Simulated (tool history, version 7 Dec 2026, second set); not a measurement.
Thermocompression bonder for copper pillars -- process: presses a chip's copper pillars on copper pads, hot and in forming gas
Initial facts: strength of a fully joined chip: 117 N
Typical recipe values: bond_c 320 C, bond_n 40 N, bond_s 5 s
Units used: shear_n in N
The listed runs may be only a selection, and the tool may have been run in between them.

{"run": 1, "hour": 0.0, "bond_c": 320, "bond_n": 40, "bond_s": 5, "shear_n": 68.4}
{"run": 2, "hour": 31.0, "bond_c": 320, "bond_n": 40, "bond_s": 5, "shear_n": 68}
{"run": 3, "hour": 48.2, "bond_c": 320, "bond_n": 41, "bond_s": 5, "shear_n": 69.4}
{"run": 4, "hour": 71.0, "bond_c": 340, "bond_n": 40, "bond_s": 5, "shear_n": 81.7}
{"run": 5, "hour": 90.6, "bond_c": 290, "bond_n": 40, "bond_s": 5, "shear_n": 47.2}
{"run": 6, "hour": 110.9, "bond_c": 290, "bond_n": 40, "bond_s": 5, "shear_n": 46.9}
{"run": 7, "hour": 129.8, "bond_c": 320, "bond_n": 40, "bond_s": 8, "shear_n": 77.4}
{"run": 8, "hour": 147.6, "bond_c": 320, "bond_n": 40, "bond_s": 8, "shear_n": 77.4}
{"run": 9, "hour": 173.3, "bond_c": 320, "bond_n": 40, "bond_s": 14, "shear_n": 88.1}
{"run": 10, "hour": 213.5, "bond_c": 320, "bond_n": 40, "bond_s": 14, "shear_n": 87.9}
{"run": 11, "hour": 231.5, "bond_c": 320, "bond_n": 40, "bond_s": 14, "shear_n": 88.5}
{"hour": 252.5, "done": "forming gas filter changed"}
{"run": 12, "hour": 265.6, "bond_c": 320, "bond_n": 40, "bond_s": 14, "shear_n": 91.3}
{"run": 13, "hour": 289.7, "bond_c": 320, "bond_n": 40, "bond_s": 5, "shear_n": 70}
{"run": 14, "hour": 327.1, "bond_c": 320, "bond_n": 59, "bond_s": 5, "shear_n": 88.9}
{"run": 15, "hour": 366.2, "bond_c": 320, "bond_n": 40, "bond_s": 5, "shear_n": 69.9}
{"run": 16, "hour": 405.0, "bond_c": 320, "bond_n": 40, "bond_s": 5, "shear_n": 69.7}
{"run": 17, "hour": 421.7, "bond_c": 320, "bond_n": 40, "bond_s": 5, "shear_n": 69.5}
{"run": 18, "hour": 451.6, "bond_c": 320, "bond_n": 40, "bond_s": 5, "shear_n": 70}
{"run": 19, "hour": 474.5, "bond_c": 320, "bond_n": 40, "bond_s": 5, "shear_n": 69.5}
{"run": 20, "hour": 495.9, "bond_c": 320, "bond_n": 40, "bond_s": 5, "shear_n": 69.3}
{"run": 21, "hour": 514.9, "bond_c": 320, "bond_n": 40, "bond_s": 5, "shear_n": 69.5}
{"run": 22, "hour": 543.3, "bond_c": 320, "bond_n": 40, "bond_s": 5, "shear_n": 69}
{"run": 23, "hour": 579.5, "bond_c": 320, "bond_n": 57, "bond_s": 5, "shear_n": 85.4}
{"run": 24, "hour": 598.8, "bond_c": 314, "bond_n": 36, "bond_s": 8, "shear_n": 69.6}
{"run": 25, "hour": 631.0, "bond_c": 320, "bond_n": 47, "bond_s": 7, "shear_n": 83.4}
{"run": 26, "hour": 654.3, "bond_c": 295, "bond_n": 59, "bond_s": 3, "shear_n": 58.9}
{"hour": 683.7, "done": "forming gas filter changed"}
{"run": 27, "hour": 685.3, "bond_c": 342, "bond_n": 54, "bond_s": 5, "shear_n": 99}
{"run": 28, "hour": 716.4, "bond_c": 323, "bond_n": 40, "bond_s": 5, "shear_n": 73.5}
{"run": 29, "hour": 747.3, "bond_c": 323, "bond_n": 40, "bond_s": 5, "shear_n": 73.6}
{"run": 30, "hour": 772.2, "bond_c": 323, "bond_n": 46, "bond_s": 5, "shear_n": 79.8}
{"run": 31, "hour": 792.3, "bond_c": 323, "bond_n": 46, "bond_s": 5, "shear_n": 80.6}
{"run": 32, "hour": 831.9, "bond_c": 318, "bond_n": 34, "bond_s": 8, "shear_n": 72}
{"run": 33, "hour": 869.8, "bond_c": 318, "bond_n": 46, "bond_s": 8, "shear_n": 85.8}
{"run": 34, "hour": 893.5, "bond_c": 318, "bond_n": 46, "bond_s": 7, "shear_n": 83}
{"run": 35, "hour": 914.6, "bond_c": 328, "bond_n": 50, "bond_s": 4, "shear_n": 82.5}
{"run": 36, "hour": 945.2, "bond_c": 328, "bond_n": 50, "bond_s": 4, "shear_n": 82.4}
{"run": 37, "hour": 969.0, "bond_c": 308, "bond_n": 50, "bond_s": 5, "shear_n": 73.1}
{"run": 38, "hour": 990.2, "bond_c": 332, "bond_n": 42, "bond_s": 4, "shear_n": 76.3}
{"run": 39, "hour": 1012.8, "bond_c": 348, "bond_n": 50, "bond_s": 8, "shear_n": 103.8}
{"run": 40, "hour": 1039.3, "bond_c": 332, "bond_n": 50, "bond_s": 8, "shear_n": 96.8}

Pick out some run-to-run changes in shear_n. Of each, how much would a tool without hidden state show as well, from the settings, what came in and chance, and how much is left for the hidden state and any gauge scatter not in both results compared?
The tool's hidden condition here consists of: true temperature of the bond over the reading, C; force that reaches the chip, % of what is set; oxide that the forming gas leaves, % of the face; drift of the gauge itself on shear_n, %.
Run 4 -> 5: bond_c 340 -> 290. shear_n -34.5 N: hidden state +0.8, all else -35.3.
Run 6 -> 7: bond_c 290 -> 320, bond_s 5 -> 8. shear_n +30.5 N: hidden state -0.7, all else +31.2.
Run 11 -> 12: forming gas filter changed. shear_n +2.8 N: hidden state +3.4, all else -0.6.
Run 26 -> 27: bond_c 295 -> 342, bond_n 59 -> 54, bond_s 3 -> 5, forming gas filter changed. shear_n +40.1 N: hidden state +0.8, all else +39.3.
Run 38 -> 39: bond_c 332 -> 348, bond_n 42 -> 50, bond_s 4 -> 8. shear_n +27.5 N: hidden state -3.4, all else +30.9.
Run 39 -> 40: bond_c 348 -> 332. shear_n -7 N: hidden state +1.3, all else -8.3.
